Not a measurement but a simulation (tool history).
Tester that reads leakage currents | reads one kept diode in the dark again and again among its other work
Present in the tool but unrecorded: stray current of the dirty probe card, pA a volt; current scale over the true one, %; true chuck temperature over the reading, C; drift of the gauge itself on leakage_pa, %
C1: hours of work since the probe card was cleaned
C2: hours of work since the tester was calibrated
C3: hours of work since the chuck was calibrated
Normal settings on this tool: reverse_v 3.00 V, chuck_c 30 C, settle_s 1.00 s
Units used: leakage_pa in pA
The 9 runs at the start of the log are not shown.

Run 10, hour 862.4: usual settings; C1 1485; C2 2014; C3 438. Result: leakage_pa 23.45 pA.
Run 11, hour 988.4: usual settings; C1 1581; C2 2110; C3 534. Result: leakage_pa 23.54 pA.
Run 12, hour 1047.8: usual settings but chuck_c 24 C; C1 1626; C2 2156; C3 580. Result: leakage_pa 14.84 pA.
Run 13, hour 1132.7: usual settings but chuck_c 24 C; C1 1691; C2 2220; C3 644. Result: leakage_pa 14.87 pA.
Run 14, hour 1230.6: usual settings but chuck_c 24 C; C1 1766; C2 2295; C3 719. Result: leakage_pa 14.82 pA.
Run 15, hour 1295.8: usual settings; C1 1815; C2 2345; C3 769. Result: leakage_pa 23.56 pA.
At hour 1415.3: chuck's temperature calibrated.
Run 16, hour 1427.4: usual settings but chuck_c 21 C; C1 1914; C2 2444; C3 9. Result: leakage_pa 11.71 pA.
Run 17, hour 1539.4: usual settings but chuck_c 21 C; C1 2000; C2 2529; C3 95. Result: leakage_pa 11.62 pA.
Run 18, hour 1620.9: usual settings but reverse_v 1.17 V, chuck_c 41 C, settle_s 3.06 s; C1 2062; C2 2591; C3 157. Result: leakage_pa 31.14 pA.
Run 19, hour 1689.6: usual settings but chuck_c 51 C, settle_s 0.43 s; C1 2114; C2 2644; C3 209. Result: leakage_pa 108.29 pA.
Run 20, hour 1813.8: usual settings but reverse_v 3.18 V, chuck_c 39 C, settle_s 0.44 s; C1 2209; C2 2738; C3 304. Result: leakage_pa 48.37 pA.

Expected results for the next run?
Run 21, hour 1891.2: usual settings but reverse_v 1.42 V, chuck_c 38 C, settle_s 9.05 s; C1 2268; C2 2797; C3 363. Result: leakage_pa ?.

Run 21 came out at leakage_pa 28.12 pA.
Were there no unlogged condition in the tool, this run, its random variation unchanged, would have produced leakage_pa 28.12 pA.

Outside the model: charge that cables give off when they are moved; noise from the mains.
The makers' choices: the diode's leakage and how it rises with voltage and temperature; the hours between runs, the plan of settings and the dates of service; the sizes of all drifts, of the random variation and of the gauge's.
